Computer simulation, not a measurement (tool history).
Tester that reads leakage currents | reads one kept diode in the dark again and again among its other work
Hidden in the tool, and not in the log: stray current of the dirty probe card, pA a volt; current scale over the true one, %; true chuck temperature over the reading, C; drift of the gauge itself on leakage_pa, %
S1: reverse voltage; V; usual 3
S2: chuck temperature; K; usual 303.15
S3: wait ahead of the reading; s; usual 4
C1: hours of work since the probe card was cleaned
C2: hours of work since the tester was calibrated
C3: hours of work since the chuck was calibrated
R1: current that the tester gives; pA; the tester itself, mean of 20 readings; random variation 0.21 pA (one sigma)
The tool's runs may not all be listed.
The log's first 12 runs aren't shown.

run,hour,S1,S2,S3,C1,C2,C3,R1
13,1711.9,3,324.15,2.82,2024,3674,670,897.44
14,1785.8,3,324.15,2.82,2082,3733,728,892.84
15,1954,3,324.15,7.6,2216,3866,861,891.96
16,2119.4,3,324.15,7.6,2347,3997,992,887.17
17,2210,8.14,308.15,0.88,2418,4069,1064,405.23
# hour 2244.5: chuck's temperature calibrated
18,2304.9,8.14,308.15,0.88,2492,4143,48,419.15
19,2418.8,8.14,308.15,0.88,2582,4233,138,417.43
20,2528.1,8.14,308.15,0.88,2669,4320,225,418.78
21,2644.4,8.14,308.15,0.88,2761,4412,317,416.5
22,2808.9,8.14,308.15,0.88,2892,4542,447,415.05
23,2977.9,8.14,300.15,8.5,3025,4676,581,205.46
24,3065.1,7.4,294.15,4,3095,4745,650,116.56
25,3176.5,1.79,315.15,0.35,3183,4834,739,315.76
# hour 3197.1: tester calibrated
# hour 3236.5: probe card cleaned and baked
26,3344.2,3,320.15,1.31,85,114,868,616.92
27,3516.6,12.99,293.15,1.31,222,251,1004,120.96
# hour 3634.5: chuck's temperature calibrated
28,3674.5,12.99,293.15,1.31,346,374,32,128.78
29,3796.8,3.85,319.15,4,442,471,129,676.13
30,3882.3,11.16,321.15,4,510,539,196,1460.91
31,3977.3,2.25,311.15,4,585,614,272,247.48
32,4108.4,2.25,311.15,3.24,689,718,376,247.56

Forecast each of these 5 alternatives for the next run:
A,4193.6,18.18,309.15,4,757,786,443,?
B,4193.6,2.25,311.15,0.81,757,786,443,?
C,4193.6,6.3,302.15,0.49,757,786,443,?
D,4193.6,2.25,311.15,2.01,757,786,443,?
E,4193.6,2.25,315.15,3.24,757,786,443,?

run,R1
A,679.65
B,247.38
C,200
D,247.47
E,350.73
Without the tool's hidden state the same runs would have given:
run,R1
A,681.26
B,250.74
C,199.99
D,250.84
E,355.9
